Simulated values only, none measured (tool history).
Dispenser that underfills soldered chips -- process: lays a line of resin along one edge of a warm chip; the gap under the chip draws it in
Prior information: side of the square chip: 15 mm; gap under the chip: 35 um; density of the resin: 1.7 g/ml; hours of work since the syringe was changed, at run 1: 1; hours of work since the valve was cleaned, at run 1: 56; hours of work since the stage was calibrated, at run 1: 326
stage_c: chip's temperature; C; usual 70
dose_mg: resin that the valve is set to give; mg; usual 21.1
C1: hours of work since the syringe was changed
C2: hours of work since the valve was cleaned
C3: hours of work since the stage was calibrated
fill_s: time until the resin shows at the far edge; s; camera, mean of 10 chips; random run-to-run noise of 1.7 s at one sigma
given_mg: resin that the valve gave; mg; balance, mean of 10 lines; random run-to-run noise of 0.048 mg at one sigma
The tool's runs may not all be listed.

Run 1, hour 0: usual settings; C1 1; C2 56; C3 326. Result: fill_s 174 s, given_mg 20.48 mg.
At hour 6.1: new syringe of resin.
Run 2, hour 10.3: usual settings; C1 3; C2 63; C3 333. Result: fill_s 191.8 s, given_mg 20.5 mg.
At hour 14.2: new syringe of resin.
Run 3, hour 16.6: usual settings; C1 2; C2 67; C3 338. Result: fill_s 177.7 s, given_mg 20.5 mg.
At hour 21.4: dispensing valve cleaned and set on the balance.
At hour 23.5: new syringe of resin.
Run 4, hour 26: usual settings but stage_c 81 C; C1 2; C2 3; C3 343. Result: fill_s 115.9 s, given_mg 21.01 mg.
At hour 31.9: new syringe of resin.
Run 5, hour 32.9: usual settings; C1 1; C2 8; C3 348. Result: fill_s 167 s, given_mg 20.92 mg.
At hour 40.2: new syringe of resin.
Run 6, hour 42.9: usual settings; C1 2; C2 14; C3 355. Result: fill_s 179.1 s, given_mg 21.01 mg.
At hour 48.4: new syringe of resin.
Run 7, hour 49.5: usual settings but stage_c 67 C; C1 1; C2 19; C3 359. Result: fill_s 192.2 s, given_mg 20.87 mg.
At hour 56.7: new syringe of resin.
Run 8, hour 58.9: usual settings but stage_c 67 C; C1 2; C2 25; C3 366. Result: fill_s 197.6 s, given_mg 20.68 mg.
At hour 65: new syringe of resin.
Run 9, hour 66.3: usual settings but stage_c 67 C; C1 1; C2 30; C3 371. Result: fill_s 190.2 s, given_mg 20.8 mg.
At hour 73.3: new syringe of resin.
Run 10, hour 76.1: usual settings; C1 2; C2 37; C3 377. Result: fill_s 182.1 s, given_mg 20.69 mg.
At hour 81.6: new syringe of resin.
Run 11, hour 83.5: usual settings; C1 1; C2 42; C3 382. Result: fill_s 167.4 s, given_mg 20.66 mg.
At hour 89.4: new syringe of resin.
Run 12, hour 90: usual settings but stage_c 84 C; C1 0; C2 46; C3 387. Result: fill_s 97.8 s, given_mg 20.58 mg.
At hour 97.4: new syringe of resin.
Run 13, hour 101.3: usual settings but dose_mg 20.6 mg; C1 3; C2 54; C3 394. Result: fill_s 191.1 s, given_mg 20.15 mg.
At hour 105.9: new syringe of resin.
Run 14, hour 112: usual settings but stage_c 71 C; C1 4; C2 61; C3 402. Result: fill_s 193.4 s, given_mg 20.54 mg.
At hour 113.7: new syringe of resin.
At hour 121.4: new syringe of resin.
Run 15, hour 122.9: usual settings but dose_mg 18 mg; C1 1; C2 69; C3 409. Result: fill_s 167.5 s, given_mg 17.37 mg.
At hour 125.7: dispensing valve cleaned and set on the balance.
At hour 131.2: new syringe of resin.
Run 16, hour 134.1: usual settings but dose_mg 18 mg; C1 2; C2 6; C3 416. Result: fill_s 185.3 s, given_mg 17.89 mg.
At hour 139.1: new syringe of resin.
Run 17, hour 146: usual settings but dose_mg 18 mg; C1 5; C2 14; C3 424. Result: fill_s 220.5 s, given_mg 17.84 mg.
At hour 147: new syringe of resin.
At hour 155: new syringe of resin.
Run 18, hour 155.1: usual settings but stage_c 72 C, dose_mg 25.4 mg; C1 0; C2 20; C3 430. Result: fill_s 146 s, given_mg 25 mg.
At hour 163.2: new syringe of resin.
Run 19, hour 166.7: usual settings but stage_c 60 C, dose_mg 25.4 mg; C1 2; C2 28; C3 438. Result: fill_s 264.1 s, given_mg 25.09 mg.
At hour 171.8: new syringe of resin.
Run 20, hour 174.4: usual settings but stage_c 82 C, dose_mg 27.1 mg; C1 2; C2 33; C3 443. Result: fill_s 108.1 s, given_mg 26.62 mg.
At hour 180.6: new syringe of resin.
Run 21, hour 185.3: usual settings but stage_c 82 C, dose_mg 27.1 mg; C1 3; C2 40; C3 451. Result: fill_s 118 s, given_mg 26.57 mg.
At hour 188.4: new syringe of resin.
At hour 196.2: new syringe of resin.
Run 22, hour 196.2: usual settings but stage_c 82 C, dose_mg 27.1 mg; C1 0; C2 48; C3 458. Result: fill_s 100.8 s, given_mg 26.3 mg.
At hour 204.4: new syringe of resin.
Run 23, hour 204.8: usual settings but stage_c 82 C, dose_mg 25.8 mg; C1 0; C2 53; C3 464. Result: fill_s 101 s, given_mg 25.12 mg.
At hour 212.3: new syringe of resin.
Run 24, hour 217: usual settings but stage_c 82 C, dose_mg 25.8 mg; C1 3; C2 62; C3 472. Result: fill_s 116.9 s, given_mg 25.06 mg.
At hour 220.5: new syringe of resin.
At hour 228.4: new syringe of resin.
At hour 229.4: dispensing valve cleaned and set on the balance.
Run 25, hour 229.9: usual settings but stage_c 81 C, dose_mg 20.5 mg; C1 0; C2 0; C3 480. Result: fill_s 105.2 s, given_mg 20.55 mg.
At hour 237.2: new syringe of resin.
Run 26, hour 237.5: usual settings but dose_mg 23.4 mg; C1 0; C2 6; C3 485. Result: fill_s 157.4 s, given_mg 23.41 mg.

Run 27 has not been measured yet. What should we expect?
At hour 245: new syringe of resin.
Run 27, hour 245.6: usual settings but stage_c 67 C, dose_mg 24.3 mg; C1 0; C2 11; C3 491. Result: fill_s ?, given_mg ?.

Run 27 yielded fill_s 183.4 s, given_mg 24.26 mg.
If the tool had no hidden condition, the same run with the same run-to-run variation would have returned fill_s 194 s, given_mg 24.36 mg.
